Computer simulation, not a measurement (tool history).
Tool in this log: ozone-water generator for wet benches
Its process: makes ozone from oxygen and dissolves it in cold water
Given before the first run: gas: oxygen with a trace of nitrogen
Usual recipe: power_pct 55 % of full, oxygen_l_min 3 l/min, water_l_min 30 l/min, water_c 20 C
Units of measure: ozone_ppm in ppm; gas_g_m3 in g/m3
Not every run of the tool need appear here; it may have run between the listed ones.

run	hour	power_pct	oxygen_l_min	water_l_min	water_c	ozone_ppm	gas_g_m3
1	0	55	3	30	20	6.26	119.6
2	25.5	55	3	30	20	6.23	119.4
3	67.7	55	3	30	20	6.11	118.1
4	90.4	55	3	30	20	6.21	119.3
5	121.9	55	3	30	20	6.18	119.9
6	167.9	55	3	30	20	6.15	119.5
7	214.2	55	3	30	20	6.18	119.3
8	243.3	55	3	35	20	5.09	118.7
9	273.2	67	3	35	20	6.03	136.9
10	309.1	55	3	30	20	6.12	118.8
11	346.7	55	3	30	20	6.24	118.1
12	386.4	55	3	30	20	6.16	120.2
13	407.3	55	4.54	30	20	7.01	99.7
14	452.2	55	4.54	30	20	6.91	99.5
15	488.1	55	3	38	20	4.71	120
16	533.6	55	3	38	20	4.72	118.1
17	564.2	42	2.91	30	20	5.07	100.3
18	602.2	55	2.26	25	12	7.12	133.2
19	626.1	55	2.83	30	20	6.04	122.2
20	669	55	2.83	40	27	4.09	120.9
21	691.8	51	4.13	40	18	4.66	99.2
22	735.5	44	4.23	20	17	8.95	88.6
23	767.5	55	3	34	23	5.18	119.7
24	797	50	3	30	13	6.05	111.3
25	839.8	50	3	30	13	6.03	111.2
26	884.3	44	4.36	25	13	7.54	87.5
27	924.1	44	4.36	25	13	7.58	88.2
28	944.3	58	2.9	41	21	4.34	125
29	988.8	42	2.29	41	22	3.19	111.4
30	1022.7	42	2.29	41	17	3.27	110.9
31	1051.6	42	2.29	41	17	3.25	111.4
32	1078.1	42	2.29	41	17	3.26	110.6

4 options for the next run, each taken on its own from the tool as it stands now. Forecast them:
A	1120.8	42	1.7	44	27	?	?
B	1120.8	55	2.39	30	20	?	?
C	1120.8	78	3	28	15	?	?
D	1120.8	55	3	20	25	?	?

run	ozone_ppm	gas_g_m3
A	2.44	126.5
B	5.64	130.3
C	8.6	149.8
D	8.77	118.5
Had the tool no hidden state, the same runs would have come out as:
run	ozone_ppm	gas_g_m3
A	2.54	127.2
B	5.85	131.3
C	8.93	151.4
D	9.04	119.4
